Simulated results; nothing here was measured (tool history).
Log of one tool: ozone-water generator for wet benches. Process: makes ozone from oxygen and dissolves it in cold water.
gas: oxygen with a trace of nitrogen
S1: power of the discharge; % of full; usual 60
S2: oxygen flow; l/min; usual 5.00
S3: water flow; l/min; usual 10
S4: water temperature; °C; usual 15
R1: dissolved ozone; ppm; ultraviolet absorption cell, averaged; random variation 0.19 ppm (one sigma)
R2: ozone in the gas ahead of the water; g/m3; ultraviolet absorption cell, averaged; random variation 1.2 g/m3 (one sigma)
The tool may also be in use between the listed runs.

{"run": 1, "hour": 0.0, "S1": 60, "S2": 5.0, "S3": 10, "S4": 15, "R1": 22.4, "R2": 209.9}
{"run": 2, "hour": 110.1, "S1": 60, "S2": 5.0, "S3": 10, "S4": 15, "R1": 22.5, "R2": 211.0}
{"run": 3, "hour": 228.7, "S1": 60, "S2": 5.0, "S3": 10, "S4": 18, "R1": 20.7, "R2": 210.0}
{"run": 4, "hour": 307.1, "S1": 60, "S2": 5.0, "S3": 10, "S4": 18, "R1": 20.7, "R2": 208.0}
{"run": 5, "hour": 439.7, "S1": 60, "S2": 5.0, "S3": 10, "S4": 18, "R1": 20.6, "R2": 208.9}
{"run": 6, "hour": 571.0, "S1": 60, "S2": 5.0, "S3": 10, "S4": 18, "R1": 20.7, "R2": 208.2}
{"run": 7, "hour": 724.0, "S1": 60, "S2": 5.0, "S3": 7, "S4": 15, "R1": 27.8, "R2": 208.1}
{"run": 8, "hour": 844.6, "S1": 60, "S2": 5.0, "S3": 16, "S4": 15, "R1": 14.7, "R2": 208.4}
{"hour": 857.1, "done": "water thermometer calibrated"}
{"run": 9, "hour": 969.0, "S1": 60, "S2": 5.0, "S3": 10, "S4": 15, "R1": 21.6, "R2": 208.8}
{"run": 10, "hour": 1103.7, "S1": 60, "S2": 5.0, "S3": 10, "S4": 15, "R1": 21.4, "R2": 207.3}
{"run": 11, "hour": 1247.9, "S1": 60, "S2": 5.0, "S3": 10, "S4": 15, "R1": 21.1, "R2": 205.3}
{"hour": 1286.1, "done": "water thermometer calibrated, once more"}
{"run": 12, "hour": 1327.7, "S1": 60, "S2": 5.0, "S3": 10, "S4": 15, "R1": 21.4, "R2": 204.6}
{"run": 13, "hour": 1401.3, "S1": 60, "S2": 2.59, "S3": 10, "S4": 17, "R1": 21.1, "R2": 291.9}
{"run": 14, "hour": 1478.2, "S1": 78, "S2": 6.31, "S3": 10, "S4": 19, "R1": 22.1, "R2": 210.1}
{"run": 15, "hour": 1583.7, "S1": 78, "S2": 6.31, "S3": 7, "S4": 12, "R1": 32.4, "R2": 212.0}
{"run": 16, "hour": 1685.7, "S1": 78, "S2": 8.64, "S3": 7, "S4": 12, "R1": 29.2, "R2": 177.5}
{"run": 17, "hour": 1780.6, "S1": 78, "S2": 8.64, "S3": 7, "S4": 12, "R1": 29.3, "R2": 178.2}
{"run": 18, "hour": 1884.6, "S1": 78, "S2": 8.64, "S3": 7, "S4": 12, "R1": 29.4, "R2": 177.8}
{"run": 19, "hour": 1988.1, "S1": 60, "S2": 4.89, "S3": 13, "S4": 15, "R1": 16.7, "R2": 204.5}
{"run": 20, "hour": 2146.2, "S1": 60, "S2": 4.89, "S3": 13, "S4": 15, "R1": 17.1, "R2": 202.5}
{"run": 21, "hour": 2316.8, "S1": 48, "S2": 4.13, "S3": 13, "S4": 12, "R1": 15.3, "R2": 194.1}

Forecast each of these 5 alternatives for the next run:
{"run": "A", "hour": 2475.2, "S1": 90, "S2": 2.75, "S3": 13, "S4": 16, "R1": "?", "R2": "?"}
{"run": "B", "hour": 2475.2, "S1": 63, "S2": 3.33, "S3": 14, "S4": 12, "R1": "?", "R2": "?"}
{"run": "C", "hour": 2475.2, "S1": 48, "S2": 4.13, "S3": 9, "S4": 12, "R1": "?", "R2": "?"}
{"run": "D", "hour": 2475.2, "S1": 45, "S2": 5.0, "S3": 10, "S4": 15, "R1": "?", "R2": "?"}
{"run": "E", "hour": 2475.2, "S1": 73, "S2": 5.0, "S3": 11, "S4": 11, "R1": "?", "R2": "?"}

run=A R1=20.6 R2=356.1
run=B R1=16.6 R2=255.0
run=C R1=20.7 R2=191.8
run=D R1=17.0 R2=166.9
run=E R1=23.1 R2=225.3
Without the tool's hidden state the same runs would have given:
run=A R1=27.5 R2=409.7
run=B R1=21.5 R2=285.2
run=C R1=26.0 R2=209.9
run=D R1=21.2 R2=181.7
run=E R1=30.1 R2=254.8

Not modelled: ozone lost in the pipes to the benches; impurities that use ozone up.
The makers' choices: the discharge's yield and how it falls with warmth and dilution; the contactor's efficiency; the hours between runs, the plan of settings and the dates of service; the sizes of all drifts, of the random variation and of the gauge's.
